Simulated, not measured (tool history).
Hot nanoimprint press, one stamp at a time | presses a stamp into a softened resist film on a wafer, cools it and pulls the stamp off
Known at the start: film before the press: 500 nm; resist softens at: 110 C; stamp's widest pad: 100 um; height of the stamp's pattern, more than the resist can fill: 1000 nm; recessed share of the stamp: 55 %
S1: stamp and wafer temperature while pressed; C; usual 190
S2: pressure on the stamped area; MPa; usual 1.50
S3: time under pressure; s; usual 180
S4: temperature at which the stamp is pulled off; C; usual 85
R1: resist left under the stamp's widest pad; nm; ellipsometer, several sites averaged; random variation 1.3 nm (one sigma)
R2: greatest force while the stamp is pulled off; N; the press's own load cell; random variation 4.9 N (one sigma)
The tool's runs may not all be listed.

run	hour	S1	S2	S3	S4	R1	R2
1	0.0	190	1.50	180	85	205.9	285
2	8.7	190	1.50	180	85	204.1	298
3	23.7	190	1.50	180	78	205.7	333
4	32.6	190	1.60	180	85	201.5	299
5	44.6	190	1.37	180	85	214.0	300
6	58.8	190	1.37	180	85	213.7	313
7	69.3	190	1.50	180	85	203.8	312
8	85.3	190	1.24	180	85	224.0	329
# hour 89.4: plate thermocouple calibrated
# hour 106.0: stamp cleaned and given a new release coat
9	107.7	183	1.24	180	85	290.3	248
10	122.2	190	1.50	180	85	207.1	242
11	134.6	190	1.50	180	85	208.3	247
12	147.9	190	1.50	180	85	208.6	264
13	159.1	190	1.50	180	85	207.2	256
14	169.4	190	1.50	180	85	210.0	261
# hour 184.2: plate thermocouple calibrated, once more
15	184.2	197	1.50	180	85	146.7	256
16	201.6	197	1.29	98	85	203.2	262
17	215.1	198	1.29	232	73	136.9	315
18	226.7	181	1.64	180	85	276.1	261
19	240.2	190	1.30	113	88	253.4	266
20	254.6	190	1.94	180	85	177.6	269
21	269.5	190	1.50	172	85	203.7	287
22	280.0	190	1.63	180	85	193.7	283
23	298.1	190	1.63	180	85	191.4	284
24	313.6	196	1.26	180	91	169.9	252
25	332.2	181	1.04	149	87	344.4	283

The next listed run, before its measurement:
26	342.6	181	1.04	98	83	?	?

R1: 379.3 nm
R2: 314 N
Without the tool's hidden state the same run would have given R1 374.8 nm, R2 249 N.
